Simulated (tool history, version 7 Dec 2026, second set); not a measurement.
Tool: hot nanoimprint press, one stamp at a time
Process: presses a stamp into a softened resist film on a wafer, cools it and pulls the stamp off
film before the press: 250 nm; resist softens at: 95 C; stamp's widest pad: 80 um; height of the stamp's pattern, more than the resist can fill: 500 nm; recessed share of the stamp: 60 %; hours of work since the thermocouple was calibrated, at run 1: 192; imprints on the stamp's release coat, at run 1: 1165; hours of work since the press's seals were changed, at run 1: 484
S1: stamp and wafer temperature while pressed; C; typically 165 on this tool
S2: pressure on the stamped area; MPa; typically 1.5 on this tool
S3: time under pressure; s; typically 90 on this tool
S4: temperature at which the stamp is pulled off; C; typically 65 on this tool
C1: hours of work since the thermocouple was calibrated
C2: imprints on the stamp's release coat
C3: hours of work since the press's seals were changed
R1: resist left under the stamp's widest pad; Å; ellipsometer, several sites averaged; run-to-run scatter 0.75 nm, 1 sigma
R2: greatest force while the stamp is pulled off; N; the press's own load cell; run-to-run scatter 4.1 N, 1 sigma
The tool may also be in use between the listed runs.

run,hour,S1,S2,S3,S4,C1,C2,C3,R1,R2
1,0,165,1.5,90,65,192,1165,484,980,269
2,25.6,165,1.5,90,65,204,1210,496,975,270
3,65.1,165,1.5,90,65,223,1282,515,980,267
4,86.3,172,1.5,90,65,234,1320,526,756,280
5,104.6,165,1.5,90,65,243,1353,534,982,285
6,139.1,165,1.5,90,60,259,1415,551,971,306
7,158.2,165,1.5,90,60,268,1449,560,984,316
8,178.7,165,1.5,90,60,278,1486,570,986,308
9,209.9,165,1.5,90,60,293,1542,585,999,322
10,228.3,165,1.5,90,52,302,1575,594,1005,338
11,251.3,165,1.5,90,52,313,1616,605,1005,338
12,278.5,165,1.31,90,65,327,1665,619,1059,300
13,310.1,165,1.5,90,65,342,1722,634,1006,305

The next listed run, before its measurement:
14,349.1,165,1.5,90,65,361,1792,653,?,?

R1: 994 Å
R2: 314 N
Were there no unlogged condition in the tool, this run, its random variation unchanged, would have produced R1 927 Å, R2 201 N.
